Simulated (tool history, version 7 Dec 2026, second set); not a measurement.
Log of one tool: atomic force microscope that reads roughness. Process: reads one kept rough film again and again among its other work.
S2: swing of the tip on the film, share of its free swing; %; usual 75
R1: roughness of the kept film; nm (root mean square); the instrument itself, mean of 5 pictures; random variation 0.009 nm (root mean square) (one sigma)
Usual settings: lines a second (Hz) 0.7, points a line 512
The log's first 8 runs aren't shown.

run 9 day=5.775 | lines_a_second_(Hz)=0.7 S2=57 points_a_line=512 | R1=2.074
run 10 day=6.458 | lines_a_second_(Hz)=0.7 S2=57 points_a_line=512 | R1=2.063
-- day=6.633 new tip fitted
run 11 day=7.188 | lines_a_second_(Hz)=0.7 S2=75 points_a_line=512 | R1=2.027
run 12 day=8.162 | lines_a_second_(Hz)=0.7 S2=75 points_a_line=512 | R1=2.018
run 13 day=8.858 | lines_a_second_(Hz)=0.7 S2=75 points_a_line=512 | R1=2.036
run 14 day=9.575 | lines_a_second_(Hz)=0.7 S2=75 points_a_line=763 | R1=2.024
run 15 day=10.55 | lines_a_second_(Hz)=0.7 S2=83 points_a_line=512 | R1=1.995
run 16 day=11.196 | lines_a_second_(Hz)=0.7 S2=83 points_a_line=512 | R1=1.997
run 17 day=12.008 | lines_a_second_(Hz)=0.7 S2=83 points_a_line=512 | R1=2.009
run 18 day=12.533 | lines_a_second_(Hz)=1.895 S2=75 points_a_line=512 | R1=1.929
run 19 day=13.517 | lines_a_second_(Hz)=0.7 S2=75 points_a_line=512 | R1=2.032
run 20 day=13.925 | lines_a_second_(Hz)=0.7 S2=85 points_a_line=512 | R1=1.994
run 21 day=14.617 | lines_a_second_(Hz)=0.7 S2=75 points_a_line=512 | R1=2.03
run 22 day=15.608 | lines_a_second_(Hz)=1.632 S2=75 points_a_line=512 | R1=1.929
run 23 day=16.058 | lines_a_second_(Hz)=1.632 S2=75 points_a_line=512 | R1=1.93
run 24 day=16.662 | lines_a_second_(Hz)=1.632 S2=75 points_a_line=512 | R1=1.936
run 25 day=17.358 | lines_a_second_(Hz)=1.632 S2=75 points_a_line=512 | R1=1.927
-- day=17.458 new tip fitted
run 26 day=18.329 | lines_a_second_(Hz)=0.7 S2=75 points_a_line=642 | R1=2.023
run 27 day=18.938 | lines_a_second_(Hz)=0.7 S2=75 points_a_line=642 | R1=2.024
run 28 day=19.675 | lines_a_second_(Hz)=0.7 S2=75 points_a_line=642 | R1=2.035
run 29 day=20.35 | lines_a_second_(Hz)=0.746 S2=61 points_a_line=642 | R1=2.057
run 30 day=20.862 | lines_a_second_(Hz)=0.746 S2=61 points_a_line=642 | R1=2.06

Forecast run 31:
run 31 day=21.808 | lines_a_second_(Hz)=3.119 S2=85 points_a_line=512 | R1=?

Run 31 gave R1 1.704 nm (root mean square).
Without the tool's hidden state the same run would have given R1 1.706 nm (root mean square).

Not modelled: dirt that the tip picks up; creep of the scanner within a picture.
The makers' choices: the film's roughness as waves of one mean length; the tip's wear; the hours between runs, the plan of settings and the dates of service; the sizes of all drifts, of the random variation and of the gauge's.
